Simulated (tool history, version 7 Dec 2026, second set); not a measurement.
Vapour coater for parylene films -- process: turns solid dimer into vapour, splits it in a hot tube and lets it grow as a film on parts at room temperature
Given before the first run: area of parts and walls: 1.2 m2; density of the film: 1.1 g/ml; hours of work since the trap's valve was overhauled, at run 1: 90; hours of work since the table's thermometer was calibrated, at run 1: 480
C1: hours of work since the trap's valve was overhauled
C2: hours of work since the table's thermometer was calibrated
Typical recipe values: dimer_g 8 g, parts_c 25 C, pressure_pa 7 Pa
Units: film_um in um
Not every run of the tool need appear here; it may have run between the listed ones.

run 1 day=0 | dimer_g=8 parts_c=25 pressure_pa=7 | C1=90 C2=480 | film_um=3.55
run 2 day=0.883 | dimer_g=8 parts_c=25 pressure_pa=7 | C1=103 C2=492 | film_um=3.53
run 3 day=1.896 | dimer_g=8 parts_c=25 pressure_pa=7 | C1=118 C2=507 | film_um=3.5
run 4 day=3.038 | dimer_g=8 parts_c=25 pressure_pa=11.3 | C1=134 C2=523 | film_um=3.27
run 5 day=4.033 | dimer_g=8 parts_c=25 pressure_pa=11.3 | C1=148 C2=538 | film_um=3.28
run 6 day=5.008 | dimer_g=8 parts_c=22 pressure_pa=7 | C1=163 C2=552 | film_um=3.73
-- day=5.162 table's thermometer calibrated
run 7 day=6.342 | dimer_g=8 parts_c=22 pressure_pa=7 | C1=181 C2=17 | film_um=3.77
run 8 day=7.058 | dimer_g=8 parts_c=33 pressure_pa=4.48 | C1=191 C2=27 | film_um=2.77
run 9 day=7.792 | dimer_g=13 parts_c=20 pressure_pa=7 | C1=202 C2=38 | film_um=6.35
run 10 day=8.917 | dimer_g=13 parts_c=20 pressure_pa=7 | C1=218 C2=54 | film_um=6.35
-- day=9.662 table's thermometer calibrated, once more
run 11 day=10.079 | dimer_g=13 parts_c=20 pressure_pa=7 | C1=234 C2=6 | film_um=6.26
run 12 day=11.342 | dimer_g=13 parts_c=20 pressure_pa=7 | C1=253 C2=24 | film_um=6.26
run 13 day=12.371 | dimer_g=13 parts_c=20 pressure_pa=7 | C1=267 C2=39 | film_um=6.17

Here are 4 independent what-if runs from the current tool condition. What would each one return?
run A day=12.958 | dimer_g=13 parts_c=25 pressure_pa=7 | C1=276 C2=47 | film_um=?
run B day=12.958 | dimer_g=4 parts_c=20 pressure_pa=6.3 | C1=276 C2=47 | film_um=?
run C day=12.958 | dimer_g=12 parts_c=25 pressure_pa=7 | C1=276 C2=47 | film_um=?
run D day=12.958 | dimer_g=13 parts_c=20 pressure_pa=10.99 | C1=276 C2=47 | film_um=?

run=A film_um=5.33
run=B film_um=1.91
run=C film_um=4.93
run=D film_um=5.86
The same runs, with their run-to-run variation unchanged, on a tool lacking any hidden condition would have given:
run=A film_um=6.02
run=B film_um=2.15
run=C film_um=5.56
run=D film_um=6.61
